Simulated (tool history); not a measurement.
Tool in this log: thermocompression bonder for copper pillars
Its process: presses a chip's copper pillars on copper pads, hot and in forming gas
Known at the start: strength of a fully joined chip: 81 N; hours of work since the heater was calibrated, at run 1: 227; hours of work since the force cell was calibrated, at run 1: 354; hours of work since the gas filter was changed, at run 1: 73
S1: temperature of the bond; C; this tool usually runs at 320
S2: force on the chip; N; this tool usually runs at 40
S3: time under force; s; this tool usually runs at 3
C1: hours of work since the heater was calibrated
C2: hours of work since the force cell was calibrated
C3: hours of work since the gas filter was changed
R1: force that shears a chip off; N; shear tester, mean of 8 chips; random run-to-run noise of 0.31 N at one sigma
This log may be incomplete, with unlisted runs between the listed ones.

run 1 day=0.000 | S1=320 S2=40 S3=3 | C1=227 C2=354 C3=73 | R1=40.1
run 2 day=2.204 | S1=320 S2=40 S3=3 | C1=254 C2=382 C3=100 | R1=39.7
run 3 day=4.317 | S1=320 S2=40 S3=3 | C1=280 C2=408 C3=127 | R1=39.5
-- day=6.650 forming gas filter changed
run 4 day=6.788 | S1=320 S2=40 S3=3 | C1=311 C2=439 C3=2 | R1=40.0
run 5 day=8.429 | S1=320 S2=40 S3=3 | C1=331 C2=459 C3=22 | R1=40.2
run 6 day=9.988 | S1=320 S2=40 S3=3 | C1=351 C2=479 C3=42 | R1=40.1
run 7 day=11.517 | S1=320 S2=38 S3=3 | C1=370 C2=498 C3=61 | R1=38.2
run 8 day=14.496 | S1=320 S2=38 S3=3 | C1=407 C2=535 C3=98 | R1=38.2
run 9 day=16.950 | S1=320 S2=38 S3=3 | C1=438 C2=565 C3=128 | R1=37.1
-- day=19.192 forming gas filter changed
run 10 day=19.354 | S1=330 S2=40 S3=3 | C1=467 C2=595 C3=2 | R1=44.2
run 11 day=21.204 | S1=330 S2=40 S3=3 | C1=490 C2=618 C3=25 | R1=44.3
run 12 day=24.325 | S1=320 S2=40 S3=6 | C1=529 C2=657 C3=64 | R1=49.1
run 13 day=27.412 | S1=320 S2=40 S3=3 | C1=568 C2=696 C3=102 | R1=38.9
run 14 day=29.812 | S1=320 S2=40 S3=3 | C1=598 C2=726 C3=132 | R1=38.5
-- day=31.679 forming gas filter changed
run 15 day=32.338 | S1=320 S2=40 S3=3 | C1=629 C2=757 C3=8 | R1=39.8
run 16 day=35.429 | S1=320 S2=40 S3=3 | C1=667 C2=795 C3=47 | R1=39.3
run 17 day=37.779 | S1=320 S2=40 S3=3 | C1=697 C2=825 C3=76 | R1=38.5
run 18 day=39.079 | S1=320 S2=48 S3=3 | C1=713 C2=841 C3=92 | R1=44.0
-- day=40.371 heater calibrated with a thermocouple chip
run 19 day=41.442 | S1=303 S2=57 S3=2 | C1=13 C2=869 C3=121 | R1=38.6
run 20 day=42.979 | S1=320 S2=45 S3=4 | C1=33 C2=888 C3=140 | R1=48.9
-- day=44.262 forming gas filter changed
run 21 day=44.262 | S1=337 S2=31 S3=4 | C1=48 C2=904 C3=0 | R1=47.2
run 22 day=46.529 | S1=309 S2=43 S3=4 | C1=76 C2=932 C3=28 | R1=44.5
run 23 day=48.992 | S1=315 S2=43 S3=2 | C1=107 C2=963 C3=59 | R1=37.2
run 24 day=51.808 | S1=315 S2=43 S3=2 | C1=142 C2=998 C3=94 | R1=36.7
run 25 day=53.196 | S1=315 S2=43 S3=2 | C1=160 C2=1016 C3=111 | R1=36.1
run 26 day=54.800 | S1=315 S2=43 S3=2 | C1=180 C2=1035 C3=131 | R1=36.3
-- day=56.908 forming gas filter changed
run 27 day=57.025 | S1=325 S2=43 S3=2 | C1=207 C2=1063 C3=1 | R1=41.4
run 28 day=58.412 | S1=325 S2=43 S3=2 | C1=224 C2=1080 C3=19 | R1=41.0
run 29 day=61.517 | S1=325 S2=37 S3=2 | C1=263 C2=1119 C3=57 | R1=36.5
run 30 day=63.712 | S1=325 S2=37 S3=2 | C1=290 C2=1146 C3=85 | R1=36.0
run 31 day=65.912 | S1=325 S2=37 S3=2 | C1=318 C2=1174 C3=112 | R1=35.4
run 32 day=67.404 | S1=339 S2=43 S3=2 | C1=336 C2=1192 C3=131 | R1=45.2
-- day=69.412 forming gas filter changed
run 33 day=69.812 | S1=339 S2=27 S3=7 | C1=366 C2=1222 C3=5 | R1=50.4

Results for each run, recomputed without the tool's hidden state and with each run's random variation untouched:
Hidden state present: true temperature of the bond over the reading, C; force that reaches the chip, % of what is set; oxide that the forming gas leaves, % of the face; drift of the gauge itself on shear_n, %.
run=1 R1=41.5
run=2 R1=41.5
run=3 R1=41.7
run=4 R1=40.8
run=5 R1=41.3
run=6 R1=41.5
run=7 R1=39.8
run=8 R1=40.4
run=9 R1=39.7
run=10 R1=45.5
run=11 R1=46.0
run=12 R1=51.6
run=13 R1=41.6
run=14 R1=41.6
run=15 R1=41.7
run=16 R1=41.7
run=17 R1=41.3
run=18 R1=47.3
run=19 R1=38.0
run=20 R1=48.8
run=21 R1=45.3
run=22 R1=43.1
run=23 R1=36.3
run=24 R1=36.2
run=25 R1=35.8
run=26 R1=36.2
run=27 R1=40.1
run=28 R1=39.9
run=29 R1=36.0
run=30 R1=35.9
run=31 R1=35.6
run=32 R1=45.8
run=33 R1=49.6
